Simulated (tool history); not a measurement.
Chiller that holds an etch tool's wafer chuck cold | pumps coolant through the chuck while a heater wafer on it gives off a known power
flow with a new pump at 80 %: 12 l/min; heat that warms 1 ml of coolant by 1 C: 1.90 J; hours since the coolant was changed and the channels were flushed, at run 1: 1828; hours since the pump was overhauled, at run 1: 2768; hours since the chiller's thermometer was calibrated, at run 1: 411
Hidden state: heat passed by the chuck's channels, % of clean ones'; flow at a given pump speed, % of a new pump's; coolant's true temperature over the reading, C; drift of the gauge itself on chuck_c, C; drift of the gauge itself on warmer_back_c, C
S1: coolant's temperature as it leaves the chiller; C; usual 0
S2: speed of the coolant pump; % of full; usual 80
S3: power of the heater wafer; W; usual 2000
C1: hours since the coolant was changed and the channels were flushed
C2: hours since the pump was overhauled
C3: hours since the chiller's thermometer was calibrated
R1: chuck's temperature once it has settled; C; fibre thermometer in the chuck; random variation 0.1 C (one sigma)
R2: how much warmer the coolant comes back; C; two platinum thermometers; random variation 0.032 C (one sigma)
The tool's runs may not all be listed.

run 1 hour=0.0 | S1=0 S2=80 S3=2000 | C1=1828 C2=2768 C3=411 | R1=21.4 R2=5.37
run 2 hour=47.0 | S1=0 S2=80 S3=2000 | C1=1875 C2=2815 C3=458 | R1=21.3 R2=5.44
run 3 hour=92.8 | S1=0 S2=68 S3=2000 | C1=1921 C2=2861 C3=504 | R1=23.7 R2=6.40
run 4 hour=178.1 | S1=0 S2=68 S3=2000 | C1=2006 C2=2946 C3=589 | R1=23.8 R2=6.43
run 5 hour=219.8 | S1=0 S2=68 S3=2000 | C1=2048 C2=2988 C3=631 | R1=23.7 R2=6.42
run 6 hour=281.5 | S1=0 S2=68 S3=2000 | C1=2109 C2=3049 C3=693 | R1=23.7 R2=6.44
run 7 hour=350.9 | S1=0 S2=73 S3=2000 | C1=2179 C2=3119 C3=762 | R1=22.9 R2=6.02
run 8 hour=439.2 | S1=0 S2=73 S3=2301 | C1=2267 C2=3207 C3=851 | R1=26.3 R2=6.93
run 9 hour=493.1 | S1=0 S2=73 S3=2301 | C1=2321 C2=3261 C3=904 | R1=26.1 R2=6.86
run 10 hour=570.0 | S1=0 S2=73 S3=2301 | C1=2398 C2=3338 C3=981 | R1=26.3 R2=6.89
run 11 hour=613.2 | S1=0 S2=73 S3=2301 | C1=2441 C2=3381 C3=1024 | R1=26.3 R2=6.90
run 12 hour=688.9 | S1=0 S2=73 S3=2301 | C1=2517 C2=3457 C3=1100 | R1=26.2 R2=6.95
run 13 hour=729.5 | S1=0 S2=80 S3=1302 | C1=2557 C2=3497 C3=1141 | R1=14.2 R2=3.50
run 14 hour=809.7 | S1=6 S2=80 S3=2000 | C1=2638 C2=3577 C3=1221 | R1=27.8 R2=5.41
run 15 hour=876.3 | S1=5 S2=80 S3=2000 | C1=2704 C2=3644 C3=1288 | R1=26.8 R2=5.38
run 16 hour=934.8 | S1=5 S2=80 S3=2000 | C1=2763 C2=3703 C3=1346 | R1=26.8 R2=5.36
run 17 hour=1018.0 | S1=5 S2=80 S3=2000 | C1=2846 C2=3786 C3=1429 | R1=26.8 R2=5.46
run 18 hour=1077.0 | S1=5 S2=80 S3=2000 | C1=2905 C2=3845 C3=1488 | R1=26.7 R2=5.42
run 19 hour=1134.5 | S1=0 S2=62 S3=2000 | C1=2962 C2=3902 C3=1546 | R1=25.4 R2=7.22
run 20 hour=1175.3 | S1=0 S2=62 S3=2000 | C1=3003 C2=3943 C3=1587 | R1=25.5 R2=7.20
run 21 hour=1218.2 | S1=0 S2=73 S3=2355 | C1=3046 C2=3986 C3=1629 | R1=27.2 R2=7.07
run 22 hour=1301.6 | S1=9 S2=73 S3=1593 | C1=3130 C2=4069 C3=1713 | R1=27.4 R2=4.82
run 23 hour=1381.0 | S1=-9 S2=95 S3=2000 | C1=3209 C2=4149 C3=1792 | R1=10.6 R2=4.52
run 24 hour=1423.8 | S1=7 S2=80 S3=2000 | C1=3252 C2=4192 C3=1835 | R1=28.7 R2=5.41
run 25 hour=1472.6 | S1=7 S2=80 S3=2000 | C1=3300 C2=4240 C3=1884 | R1=29.1 R2=5.45
run 26 hour=1560.5 | S1=-5 S2=87 S3=1312 | C1=3388 C2=4328 C3=1972 | R1=8.8 R2=3.22
run 27 hour=1601.5 | S1=-5 S2=87 S3=1312 | C1=3429 C2=4369 C3=2013 | R1=8.9 R2=3.23
-- hour=1643.2 chiller's thermometer calibrated
run 28 hour=1653.5 | S1=0 S2=61 S3=2000 | C1=3480 C2=4420 C3=10 | R1=26.0 R2=7.33
run 29 hour=1732.3 | S1=-2 S2=80 S3=1940 | C1=3559 C2=4499 C3=89 | R1=19.5 R2=5.35
run 30 hour=1816.1 | S1=0 S2=95 S3=2000 | C1=3643 C2=4583 C3=173 | R1=19.9 R2=4.53
run 31 hour=1889.7 | S1=0 S2=95 S3=1483 | C1=3717 C2=4656 C3=246 | R1=14.7 R2=3.33
run 32 hour=1939.6 | S1=9 S2=78 S3=2717 | C1=3766 C2=4706 C3=296 | R1=39.5 R2=7.61
run 33 hour=1984.4 | S1=-5 S2=80 S3=1232 | C1=3811 C2=4751 C3=341 | R1=8.5 R2=3.27

Measured less the same run without the tool's hidden state. The same run-to-run variation is in both; the gauge's scatter may not be:
run=1 R1=+0.8 R2=+0.13
run=2 R1=+0.7 R2=+0.12
run=3 R1=+0.8 R2=+0.15
run=4 R1=+0.9 R2=+0.15
run=5 R1=+0.9 R2=+0.16
run=6 R1=+0.9 R2=+0.16
run=7 R1=+0.9 R2=+0.15
run=8 R1=+1.0 R2=+0.17
run=9 R1=+1.1 R2=+0.18
run=10 R1=+1.1 R2=+0.18
run=11 R1=+1.1 R2=+0.18
run=12 R1=+1.2 R2=+0.18
run=13 R1=+0.6 R2=+0.10
run=14 R1=+1.0 R2=+0.15
run=15 R1=+1.0 R2=+0.15
run=16 R1=+1.1 R2=+0.15
run=17 R1=+1.1 R2=+0.15
run=18 R1=+1.1 R2=+0.16
run=19 R1=+1.3 R2=+0.21
run=20 R1=+1.3 R2=+0.21
run=21 R1=+1.4 R2=+0.21
run=22 R1=+1.0 R2=+0.14
run=23 R1=+1.0 R2=+0.14
run=24 R1=+1.2 R2=+0.17
run=25 R1=+1.2 R2=+0.17
run=26 R1=+0.8 R2=+0.10
run=27 R1=+0.8 R2=+0.10
run=28 R1=+1.5 R2=+0.24
run=29 R1=+1.3 R2=+0.17
run=30 R1=+1.2 R2=+0.15
run=31 R1=+1.0 R2=+0.12
run=32 R1=+1.9 R2=+0.26
run=33 R1=+0.9 R2=+0.12

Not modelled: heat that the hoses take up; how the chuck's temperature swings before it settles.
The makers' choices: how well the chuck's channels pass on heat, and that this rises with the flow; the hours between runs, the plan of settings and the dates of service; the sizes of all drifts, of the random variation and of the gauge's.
